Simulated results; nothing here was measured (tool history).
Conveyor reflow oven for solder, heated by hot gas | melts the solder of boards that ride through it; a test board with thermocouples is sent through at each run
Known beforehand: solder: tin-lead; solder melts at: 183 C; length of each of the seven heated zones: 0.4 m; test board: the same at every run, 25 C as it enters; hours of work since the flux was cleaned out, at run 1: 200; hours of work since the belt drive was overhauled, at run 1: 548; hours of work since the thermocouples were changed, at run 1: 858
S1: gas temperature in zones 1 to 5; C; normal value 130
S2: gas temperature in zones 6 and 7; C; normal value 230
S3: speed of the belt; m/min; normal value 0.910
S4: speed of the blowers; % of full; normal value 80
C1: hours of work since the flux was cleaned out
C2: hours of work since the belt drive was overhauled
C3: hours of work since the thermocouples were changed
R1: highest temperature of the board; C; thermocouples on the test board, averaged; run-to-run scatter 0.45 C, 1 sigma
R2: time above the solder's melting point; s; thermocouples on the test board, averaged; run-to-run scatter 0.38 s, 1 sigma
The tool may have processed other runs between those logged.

run   hour   S1   S2     S3  S4   C1    C2    C3     R1    R2
  1    0.0  130  230  0.910  80  200   548   858  209.7  32.3
  2   33.8  130  230  0.910  80  217   565   875  210.3  33.1
  3   53.3  130  230  0.910  80  227   574   884  209.8  32.6
  4   79.0  130  230  0.910  77  240   587   897  208.1  31.6
     119.7  -- flux residue cleaned out of gas plates and filters
  5  125.1  130  230  0.910  77    3   607   917  205.3  28.7
  6  159.3  130  230  0.910  77   20   624   934  204.6  28.4
  7  180.4  130  230  0.910  77   30   635   945  204.2  27.7
  8  225.1  137  230  0.910  80   52   657   967  206.6  31.9
  9  263.2  130  230  1.049  80   71   676   986  199.1  19.1
 10  282.4  130  230  1.049  80   81   685   995  199.4  20.1
 11  302.2  130  230  0.753  80   90   695  1005  212.1  42.4
 12  343.1  130  230  0.753  80  111   715  1025  211.4  41.9
 13  385.2  130  230  0.910  80  132   736  1046  204.9  28.3
     402.6  -- flux residue cleaned out of gas plates and filters, once more
 14  416.7  130  230  0.910  80    7   749  1059  211.3  35.1
 15  447.8  130  230  0.758  80   22   765  1075  217.6  46.7
 16  480.1  130  222  0.840  71   38   781  1091  204.2  32.2
 17  512.9  130  229  0.975  71   55   797  1107  205.2  26.7
 18  556.2  130  229  0.836  59   76   819  1128  205.2  31.1
 19  601.5  130  229  0.836  59   99   841  1151  205.0  31.9
 20  622.6  133  241  0.836  59  109   852  1161  215.7  40.4
 21  664.3  125  219  0.903  65  130   872  1182  194.6  19.0
 22  707.7  118  222  1.059  65  151   894  1204  190.3   7.9
 23  752.0  134  238  1.056  80  173   916  1226  211.1  29.7
 24  788.8  134  238  1.056  80  191   934  1244  211.7  29.4
     810.7  -- thermocouples of zones 6 and 7 changed
 25  816.1  135  243  0.867  67  204   946     3  220.1  42.3
 26  835.0  135  243  0.867  70  213   956    12  220.8  42.6
 27  858.5  135  243  0.867  89  225   967    24  227.0  45.7
 28  896.9  142  233  0.910  70  244   986    43  212.1  36.6
     930.1  -- flux residue cleaned out of gas plates and filters
 29  942.8  142  233  0.910  70    6  1007    63  214.9  39.0
 30  982.2  143  233  0.910  64   26  1026    83  212.8  37.3

3 options for the next run, each taken on its own from the tool as it stands now. Forecast them:
  A  1003.1  143  244  0.910  77  36  1037  93   ?   ?
  B  1003.1  143  233  0.910  80  36  1037  93   ?   ?
  C  1003.1  143  225  0.830  51  36  1037  93   ?   ?

run     R1    R2
  A  225.3  45.3
  B  217.9  41.8
  C  202.8  33.3
With the hidden condition removed and each run's random variation left untouched, the same runs would have given:
run     R1    R2
  A  225.5  44.8
  B  218.1  41.3
  C  202.7  32.8

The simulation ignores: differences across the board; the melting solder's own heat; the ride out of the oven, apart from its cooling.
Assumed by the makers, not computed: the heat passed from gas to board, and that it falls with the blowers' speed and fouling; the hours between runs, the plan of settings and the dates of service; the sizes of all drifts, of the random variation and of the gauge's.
